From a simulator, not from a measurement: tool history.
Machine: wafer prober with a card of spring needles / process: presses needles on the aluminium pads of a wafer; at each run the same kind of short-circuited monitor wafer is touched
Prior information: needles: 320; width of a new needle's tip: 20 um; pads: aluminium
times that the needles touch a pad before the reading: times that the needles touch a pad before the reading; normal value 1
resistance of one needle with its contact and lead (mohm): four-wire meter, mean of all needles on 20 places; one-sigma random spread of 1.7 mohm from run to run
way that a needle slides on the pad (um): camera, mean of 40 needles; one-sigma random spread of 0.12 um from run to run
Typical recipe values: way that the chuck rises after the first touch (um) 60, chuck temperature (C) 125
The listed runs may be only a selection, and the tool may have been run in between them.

run     day  way that the chuck rises after the first touch (um)  chuck temperature (C)  times that the needles touch a pad before the reading  resistance of one needle with its contact and lead (mohm)  way that a needle slides on the pad (um)
  1       0                                                   60                    125                                                      1                                                        192                                      7.14
      0.654  -- tips cleaned on abrasive film
  2   1.254                                                   60                    125                                                      1                                                        245                                      6.94
      1.421  -- tips cleaned on abrasive film
      2.212  -- tips cleaned on abrasive film
      2.962  -- tips cleaned on abrasive film
      3.754  -- tips cleaned on abrasive film
  3   3.862                                                   65                    125                                                      1                                                        187                                      7.61
      4.417  -- tips cleaned on abrasive film
  4    5.05                                                   65                    125                                                      1                                                        239                                      7.92
      5.217  -- tips cleaned on abrasive film
      5.967  -- tips cleaned on abrasive film
      6.779  -- tips cleaned on abrasive film
  5   6.962                                                   60                    125                                                      1                                                        207                                      6.97
       7.45  -- tips cleaned on abrasive film
      8.196  -- tips cleaned on abrasive film
  6   8.454                                                   60                    125                                                      1                                                        216                                      6.85
      8.925  -- tips cleaned on abrasive film
      9.738  -- tips cleaned on abrasive film
     10.521  -- tips cleaned on abrasive film
     11.183  -- tips cleaned on abrasive film
  7  11.183                                                   60                    125                                                      1                                                        184                                      6.98
     11.983  -- tips cleaned on abrasive film
     12.704  -- tips cleaned on abrasive film
     13.446  -- tips cleaned on abrasive film
  8  13.446                                                   60                     26                                                      1                                                        163                                      6.85
     14.217  -- tips cleaned on abrasive film
  9  14.858                                                   60                     26                                                      1                                                        260                                      7.02
     15.025  -- tips cleaned on abrasive film
     15.675  -- tips cleaned on abrasive film
       16.4  -- tips cleaned on abrasive film
 10  16.508                                                   64                     26                                                      1                                                        182                                      7.32
      17.15  -- tips cleaned on abrasive film
     17.896  -- tips cleaned on abrasive film
     18.679  -- tips cleaned on abrasive film
 11  18.779                                                   64                     26                                                      1                                                        185                                      7.27
     19.408  -- tips cleaned on abrasive film
     20.058  -- tips cleaned on abrasive film
     20.808  -- tips cleaned on abrasive film
     21.488  -- tips cleaned on abrasive film
 12  21.488                                                   60                     66                                                      1                                                        180                                       6.8
     22.296  -- tips cleaned on abrasive film
     23.071  -- tips cleaned on abrasive film
 13  23.592                                                   60                     66                                                      1                                                        247                                      6.73
     23.871  -- tips cleaned on abrasive film
     24.612  -- tips cleaned on abrasive film
     25.425  -- tips cleaned on abrasive film
 14  25.671                                                   73                     66                                                      1                                                        198                                      8.12
     26.154  -- tips cleaned on abrasive film
     26.938  -- tips cleaned on abrasive film
     27.688  -- tips cleaned on abrasive film
     28.362  -- tips cleaned on abrasive film
 15  28.362                                                   60                     41                                                      1                                                        174                                      6.65
     29.125  -- tips cleaned on abrasive film
       29.9  -- tips cleaned on abrasive film
     30.604  -- tips cleaned on abrasive film
 16  30.604                                                   77                     90                                                      1                                                        169                                      8.63
     31.354  -- tips cleaned on abrasive film
     32.029  -- tips cleaned on abrasive film
     32.762  -- tips cleaned on abrasive film
     33.212  -- height of the first contact set anew
 17  33.212                                                   61                    125                                                      2                                                        209                                      7.67
     33.542  -- tips cleaned on abrasive film
     34.312  -- tips cleaned on abrasive film
 18  34.625                                                   50                     78                                                      2                                                        213                                      6.04
     35.075  -- tips cleaned on abrasive film
     35.729  -- tips cleaned on abrasive film
     36.529  -- tips cleaned on abrasive film
 19  36.692                                                   45                     53                                                      1                                                        224                                      5.41
     37.312  -- tips cleaned on abrasive film
     38.062  -- tips cleaned on abrasive film
     38.875  -- tips cleaned on abrasive film
 20  38.954                                                   60                    125                                                      3                                                        183                                       7.3
     39.567  -- tips cleaned on abrasive film
     40.292  -- tips cleaned on abrasive film
     41.088  -- tips cleaned on abrasive film
 21  41.704                                                   60                    125                                                      3                                                        210                                      7.36
     41.871  -- tips cleaned on abrasive film
     42.571  -- tips cleaned on abrasive film
     43.279  -- tips cleaned on abrasive film
 22  43.917                                                   60                    125                                                      3                                                        212                                      7.23

Run 23 comes next. What will it give?
     44.083  -- tips cleaned on abrasive film
     44.875  -- tips cleaned on abrasive film
     45.529  -- tips cleaned on abrasive film
     46.192  -- tips cleaned on abrasive film
 23  46.192                                                   60                    125                                                      3                                                          ?                                         ?

Run 23 yielded resistance of one needle with its contact and lead (mohm) 185, way that a needle slides on the pad (um) 7.25.
With the hidden condition absent and the run-to-run variation left alone, this run would have shown resistance of one needle with its contact and lead (mohm) 176, way that a needle slides on the pad (um) 7.51.

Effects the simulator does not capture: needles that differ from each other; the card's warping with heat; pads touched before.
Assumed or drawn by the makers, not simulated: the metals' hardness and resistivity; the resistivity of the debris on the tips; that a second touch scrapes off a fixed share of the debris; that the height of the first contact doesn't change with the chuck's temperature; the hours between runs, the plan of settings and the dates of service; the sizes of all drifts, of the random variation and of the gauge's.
